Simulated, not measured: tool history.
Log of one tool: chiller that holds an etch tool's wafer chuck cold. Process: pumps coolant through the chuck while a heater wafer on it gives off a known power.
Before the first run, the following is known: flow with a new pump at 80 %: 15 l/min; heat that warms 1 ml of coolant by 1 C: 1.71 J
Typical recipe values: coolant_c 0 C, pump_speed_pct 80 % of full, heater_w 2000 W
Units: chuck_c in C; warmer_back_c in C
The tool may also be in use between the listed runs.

run 1 day=0.000 | coolant_c=0 pump_speed_pct=80 heater_w=2000 | chuck_c=18.5 warmer_back_c=4.70
run 2 day=1.571 | coolant_c=0 pump_speed_pct=88 heater_w=2000 | chuck_c=17.1 warmer_back_c=4.25
run 3 day=2.571 | coolant_c=0 pump_speed_pct=88 heater_w=2000 | chuck_c=17.2 warmer_back_c=4.25
run 4 day=4.242 | coolant_c=0 pump_speed_pct=88 heater_w=2000 | chuck_c=17.2 warmer_back_c=4.24
run 5 day=5.258 | coolant_c=0 pump_speed_pct=88 heater_w=2000 | chuck_c=17.3 warmer_back_c=4.26
run 6 day=6.762 | coolant_c=0 pump_speed_pct=88 heater_w=2000 | chuck_c=17.2 warmer_back_c=4.23
run 7 day=7.754 | coolant_c=0 pump_speed_pct=88 heater_w=2000 | chuck_c=17.1 warmer_back_c=4.25
run 8 day=8.988 | coolant_c=0 pump_speed_pct=88 heater_w=2000 | chuck_c=17.2 warmer_back_c=4.22
run 9 day=10.329 | coolant_c=0 pump_speed_pct=80 heater_w=1991 | chuck_c=18.5 warmer_back_c=4.71
run 10 day=12.112 | coolant_c=0 pump_speed_pct=80 heater_w=1991 | chuck_c=18.5 warmer_back_c=4.68
run 11 day=13.988 | coolant_c=0 pump_speed_pct=80 heater_w=1991 | chuck_c=18.5 warmer_back_c=4.74
run 12 day=14.917 | coolant_c=2 pump_speed_pct=80 heater_w=1991 | chuck_c=20.4 warmer_back_c=4.74
run 13 day=16.775 | coolant_c=2 pump_speed_pct=80 heater_w=1991 | chuck_c=20.4 warmer_back_c=4.75
run 14 day=18.575 | coolant_c=0 pump_speed_pct=63 heater_w=2000 | chuck_c=21.9 warmer_back_c=6.17
run 15 day=20.012 | coolant_c=0 pump_speed_pct=63 heater_w=2000 | chuck_c=22.3 warmer_back_c=6.14
run 16 day=21.296 | coolant_c=0 pump_speed_pct=63 heater_w=2000 | chuck_c=22.1 warmer_back_c=6.18
run 17 day=22.933 | coolant_c=1 pump_speed_pct=80 heater_w=2302 | chuck_c=22.4 warmer_back_c=5.46
run 18 day=24.979 | coolant_c=-2 pump_speed_pct=89 heater_w=1265 | chuck_c=8.8 warmer_back_c=2.64
run 19 day=25.892 | coolant_c=-2 pump_speed_pct=89 heater_w=1265 | chuck_c=8.9 warmer_back_c=2.68
run 20 day=27.100 | coolant_c=-1 pump_speed_pct=69 heater_w=1937 | chuck_c=19.1 warmer_back_c=5.38
run 21 day=29.233 | coolant_c=-8 pump_speed_pct=71 heater_w=2588 | chuck_c=18.3 warmer_back_c=7.05
run 22 day=30.983 | coolant_c=0 pump_speed_pct=80 heater_w=1197 | chuck_c=11.1 warmer_back_c=2.79
run 23 day=33.221 | coolant_c=0 pump_speed_pct=95 heater_w=1329 | chuck_c=11.0 warmer_back_c=2.60
run 24 day=35.271 | coolant_c=-5 pump_speed_pct=70 heater_w=1922 | chuck_c=15.0 warmer_back_c=5.27
run 25 day=37.242 | coolant_c=-5 pump_speed_pct=70 heater_w=1922 | chuck_c=14.8 warmer_back_c=5.31
run 26 day=38.708 | coolant_c=-5 pump_speed_pct=70 heater_w=1922 | chuck_c=14.8 warmer_back_c=5.29
run 27 day=40.829 | coolant_c=-5 pump_speed_pct=67 heater_w=2132 | chuck_c=17.7 warmer_back_c=6.23
run 28 day=42.733 | coolant_c=0 pump_speed_pct=91 heater_w=1118 | chuck_c=9.5 warmer_back_c=2.32
run 29 day=43.650 | coolant_c=0 pump_speed_pct=91 heater_w=1118 | chuck_c=9.5 warmer_back_c=2.30
run 30 day=45.271 | coolant_c=0 pump_speed_pct=91 heater_w=1118 | chuck_c=9.4 warmer_back_c=2.28
run 31 day=46.254 | coolant_c=0 pump_speed_pct=91 heater_w=1118 | chuck_c=9.5 warmer_back_c=2.28
run 32 day=47.742 | coolant_c=0 pump_speed_pct=91 heater_w=1118 | chuck_c=9.4 warmer_back_c=2.29

Hidden state or all else? Some run-to-run changes of chuck_c, split into what the settings, what came in and random variation would give without the hidden state, and what is left for the hidden state (with any gauge scatter that isn't in both results):
Hidden conditions of the tool in this case: heat passed by the chuck's channels, % of clean ones'; flow at a given pump speed, % of a new pump's; coolant's true temperature over the reading, C; drift of the gauge itself on chuck_c, C; drift of the gauge itself on warmer_back_c, C.
Run 17 -> 18: coolant_c 1 -> -2, pump_speed_pct 80 -> 89, heater_w 2302 -> 1265. chuck_c -13.6 C: hidden state -0.8, all else -12.8.
Run 19 -> 20: coolant_c -2 -> -1, pump_speed_pct 89 -> 69, heater_w 1265 -> 1937. chuck_c +10.2 C: hidden state +0.9, all else +9.3.
Run 21 -> 22: coolant_c -8 -> 0, pump_speed_pct 71 -> 80, heater_w 2588 -> 1197. chuck_c -7.2 C: hidden state -1.4, all else -5.8.
Run 27 -> 28: coolant_c -5 -> 0, pump_speed_pct 67 -> 91, heater_w 2132 -> 1118. chuck_c -8.2 C: hidden state -1.2, all else -7.0.

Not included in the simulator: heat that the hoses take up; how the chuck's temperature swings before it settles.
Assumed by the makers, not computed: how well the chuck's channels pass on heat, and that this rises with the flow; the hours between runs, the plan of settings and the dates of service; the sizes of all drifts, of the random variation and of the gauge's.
